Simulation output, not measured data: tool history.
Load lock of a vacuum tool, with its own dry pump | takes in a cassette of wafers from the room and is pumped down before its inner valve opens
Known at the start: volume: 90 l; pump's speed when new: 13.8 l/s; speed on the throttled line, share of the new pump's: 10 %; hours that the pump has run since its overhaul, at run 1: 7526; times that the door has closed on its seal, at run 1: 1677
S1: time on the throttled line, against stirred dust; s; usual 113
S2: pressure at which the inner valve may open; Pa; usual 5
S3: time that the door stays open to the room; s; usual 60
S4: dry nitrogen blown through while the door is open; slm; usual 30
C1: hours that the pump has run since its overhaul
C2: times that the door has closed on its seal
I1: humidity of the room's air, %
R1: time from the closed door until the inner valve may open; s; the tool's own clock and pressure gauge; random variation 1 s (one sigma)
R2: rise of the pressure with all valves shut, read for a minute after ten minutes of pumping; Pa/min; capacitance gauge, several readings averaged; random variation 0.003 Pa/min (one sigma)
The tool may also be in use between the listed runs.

| run | hour | S1 | S2 | S3 | S4 | C1 | C2 | I1 | R1 | R2 |
|---|---|---|---|---|---|---|---|---|---|---|
| 1 | 0 | 113 | 5 | 60 | 30 | 7526 | 1677 | 44.9 | 171 | 0.017 |
| 2 | 88.2 | 113 | 5 | 60 | 30 | 7614 | 1824 | 42.6 | 171.5 | 0.019 |
| 3 | 151.7 | 113 | 5 | 60 | 30 | 7678 | 1930 | 45.3 | 171.2 | 0.016 |
| 4 | 247.9 | 113 | 5 | 60 | 30 | 7774 | 2090 | 44.3 | 172.3 | 0.018 |
| 5 | 301.9 | 113 | 5 | 60 | 30 | 7828 | 2179 | 47.8 | 171.8 | 0.027 |
| 6 | 358.7 | 113 | 5 | 60 | 30 | 7885 | 2274 | 42.9 | 171.4 | 0.022 |
| 7 | 434.3 | 113 | 5 | 60 | 30 | 7960 | 2399 | 44.3 | 171.5 | 0.02 |
| 8 | 491.2 | 113 | 5 | 60 | 30 | 8017 | 2494 | 43.3 | 170.9 | 0.02 |
| 9 | 598.9 | 70 | 5 | 60 | 30 | 8125 | 2673 | 45.4 | 133.8 | 0.02 |
| 10 | 665.8 | 113 | 5 | 60 | 30 | 8192 | 2784 | 44.1 | 171.5 | 0.023 |
| 11 | 745.2 | 123 | 5 | 60 | 30 | 8271 | 2916 | 46.1 | 180.8 | 0.033 |
| 12 | 820.4 | 123 | 5 | 60 | 30 | 8347 | 3041 | 47.4 | 181 | 0.027 |
| 13 | 877.5 | 92 | 6 | 60 | 26 | 8404 | 3136 | 46 | 149.9 | 0.029 |
| 14 | 925.7 | 65 | 6 | 28 | 6 | 8452 | 3216 | 45.5 | 127.2 | 0.029 |
| 15 | 1027.9 | 109 | 9 | 135 | 10 | 8554 | 3386 | 43.2 | 162.8 | 0.053 |
| 16 | 1092.3 | 113 | 5 | 36 | 6 | 8619 | 3493 | 42.6 | 173.1 | 0.03 |
| 17 | 1142.5 | 113 | 5 | 36 | 6 | 8669 | 3577 | 43.1 | 173.3 | 0.038 |
| 18 | 1206.1 | 113 | 5 | 36 | 6 | 8732 | 3683 | 45.6 | 172.9 | 0.039 |
| 19 | 1297.1 | 113 | 5 | 36 | 6 | 8823 | 3834 | 45.3 | 172.7 | 0.039 |

Forecast each of these 4 alternatives for the next run:
| A | 1379 | 89 | 5 | 60 | 30 | 8905 | 3970 | 44.9 | ? | ? |
| B | 1379 | 113 | 9 | 36 | 6 | 8905 | 3970 | 42.9 | ? | ? |
| C | 1379 | 113 | 5 | 51 | 10 | 8905 | 3970 | 45 | ? | ? |
| D | 1379 | 113 | 5 | 60 | 44 | 8905 | 3970 | 44.7 | ? | ? |

| run | R1 | R2 |
|---|---|---|
| A | 150.1 | 0.026 |
| B | 167.7 | 0.039 |
| C | 170.7 | 0.034 |
| D | 170.1 | 0.026 |
Without the tool's hidden state the same runs would have given:
| run | R1 | R2 |
|---|---|---|
| A | 144.6 | 0.013 |
| B | 163 | 0.025 |
| C | 165.5 | 0.021 |
| D | 164.9 | 0.013 |
